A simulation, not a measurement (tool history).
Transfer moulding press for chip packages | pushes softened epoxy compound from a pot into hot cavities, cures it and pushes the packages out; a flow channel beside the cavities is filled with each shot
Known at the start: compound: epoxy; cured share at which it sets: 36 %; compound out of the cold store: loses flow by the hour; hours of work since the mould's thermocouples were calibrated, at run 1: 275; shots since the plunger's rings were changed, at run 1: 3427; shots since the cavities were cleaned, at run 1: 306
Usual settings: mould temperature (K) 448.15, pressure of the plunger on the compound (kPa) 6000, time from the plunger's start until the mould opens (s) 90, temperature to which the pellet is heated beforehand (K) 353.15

run	hour	mould temperature (K)	pressure of the plunger on the compound (kPa)	time from the plunger's start until the mould opens (s)	temperature to which the pellet is heated beforehand (K)	hours of work since the mould's thermocouples were calibrated	shots since the plunger's rings were changed	shots since the cavities were cleaned	incoming compound's hours out of the cold store	length that the compound runs in the flow channel (mm)	greatest force on the pins that push the packages out (N)
1	0	448.15	6000	90	353.15	275	3427	306	28.2	773	322
# hour 27: cavities cleaned with cleaning compound and waxed
2	54.2	448.15	5680	90	353.15	315	4254	426	45.3	669	457
# hour 68.6: plunger's sealing rings changed
# hour 70.1: cavities cleaned with cleaning compound and waxed
# hour 79.2: mould's thermocouples calibrated
# hour 117: cavities cleaned with cleaning compound and waxed
# hour 157.2: cavities cleaned with cleaning compound and waxed
3	157.2	448.15	6000	90	353.15	58	1287	0	33	777	240
# hour 198.2: cavities cleaned with cleaning compound and waxed
4	198.2	456.15	6000	90	353.15	88	1906	0	20.9	784	189
# hour 205.5: cavities cleaned with cleaning compound and waxed, once more
5	239.9	456.15	6000	90	353.15	119	2538	541	9.1	840	300
# hour 247.5: cavities cleaned with cleaning compound and waxed
# hour 290.3: cavities cleaned with cleaning compound and waxed
6	303.9	448.15	6410	90	353.15	166	3494	213	15	857	329
# hour 335.1: cavities cleaned with cleaning compound and waxed
# hour 364.3: plunger's sealing rings changed
7	364.3	448.15	6000	90	353.15	209	0	419	12.5	882	371
# hour 381.8: cavities cleaned with cleaning compound and waxed
# hour 424: cavities cleaned with cleaning compound and waxed
8	432.4	448.15	6000	90	353.15	260	1021	132	23.5	834	285
# hour 468.7: cavities cleaned with cleaning compound and waxed
9	495.8	448.15	6000	90	353.15	307	1991	425	21.2	821	358
# hour 512: cavities cleaned with cleaning compound and waxed
# hour 532: mould's thermocouples calibrated
# hour 555.6: cavities cleaned with cleaning compound and waxed
10	574.6	448.15	6000	90	353.15	32	3149	298	15	831	327
# hour 597: cavities cleaned with cleaning compound and waxed
11	620.4	448.15	6000	90	353.15	66	3845	368	40	714	336
# hour 640.7: cavities cleaned with cleaning compound and waxed
# hour 663.2: plunger's sealing rings changed
12	663.7	455.15	6000	90	353.15	96	8	322	21.4	817	295
# hour 684.3: cavities cleaned with cleaning compound and waxed
# hour 724.7: cavities cleaned with cleaning compound and waxed
13	729.8	455.15	6000	90	353.15	145	997	80	8.9	849	214
# hour 769: cavities cleaned with cleaning compound and waxed
14	786.6	455.15	6000	90	353.15	187	1865	276	30.8	751	268
# hour 813.7: cavities cleaned with cleaning compound and waxed
15	848.3	455.15	6000	90	353.15	233	2808	541	43.6	697	286
# hour 858.1: cavities cleaned with cleaning compound and waxed
# hour 901.9: cavities cleaned with cleaning compound and waxed
16	915	455.15	6000	90	353.15	282	3808	205	42.7	676	253
# hour 942.4: cavities cleaned with cleaning compound and waxed
# hour 956.9: plunger's sealing rings changed
# hour 984.8: mould's thermocouples calibrated
# hour 986.3: cavities cleaned with cleaning compound and waxed
17	1001.6	449.15	6000	77	353.15	12	646	240	13.3	872	427
# hour 1030.7: cavities cleaned with cleaning compound and waxed
# hour 1073.4: cavities cleaned with cleaning compound and waxed
18	1098	454.15	5470	90	353.15	84	2110	386	9.1	802	291
# hour 1119.8: cavities cleaned with cleaning compound and waxed
19	1150.5	448.15	5410	83	363.15	123	2911	482	27	741	415
# hour 1160.2: cavities cleaned with cleaning compound and waxed
# hour 1206.3: cavities cleaned with cleaning compound and waxed
20	1223.3	448.15	5410	83	363.15	177	4005	266	42	670	348
# hour 1249.8: plunger's sealing rings changed
# hour 1251.3: cavities cleaned with cleaning compound and waxed
21	1270.1	448.15	5090	90	353.15	210	295	295	23.2	762	330
# hour 1293: cavities cleaned with cleaning compound and waxed
# hour 1334: cavities cleaned with cleaning compound and waxed
22	1357.7	448.15	5090	102	358.15	275	1622	372	23.1	744	309
# hour 1377.8: cavities cleaned with cleaning compound and waxed
# hour 1419.5: cavities cleaned with cleaning compound and waxed
# hour 1433.6: mould's thermocouples calibrated
23	1433.6	446.15	6720	127	349.15	0	2734	191	26.9	837	245

The same runs without the tool's hidden state, with the same run-to-run variation:
The hidden state here: true mould temperature over the reading, C; pressure that reaches the compound, % of what is set; grip of the stained cavities, % over clean ones'; drift of the gauge itself on flow_mm, %; drift of the gauge itself on push_out_n, %.
run	length that the compound runs in the flow channel (mm)	greatest force on the pins that push the packages out (N)
1	825	229
2	727	225
3	796	237
4	812	186
5	879	184
6	914	246
7	883	245
8	850	237
9	851	235
10	878	238
11	765	225
12	820	194
13	867	189
14	779	194
15	736	172
16	728	185
17	882	308
18	834	192
19	781	258
20	721	250
21	772	234
22	772	207
23	882	186

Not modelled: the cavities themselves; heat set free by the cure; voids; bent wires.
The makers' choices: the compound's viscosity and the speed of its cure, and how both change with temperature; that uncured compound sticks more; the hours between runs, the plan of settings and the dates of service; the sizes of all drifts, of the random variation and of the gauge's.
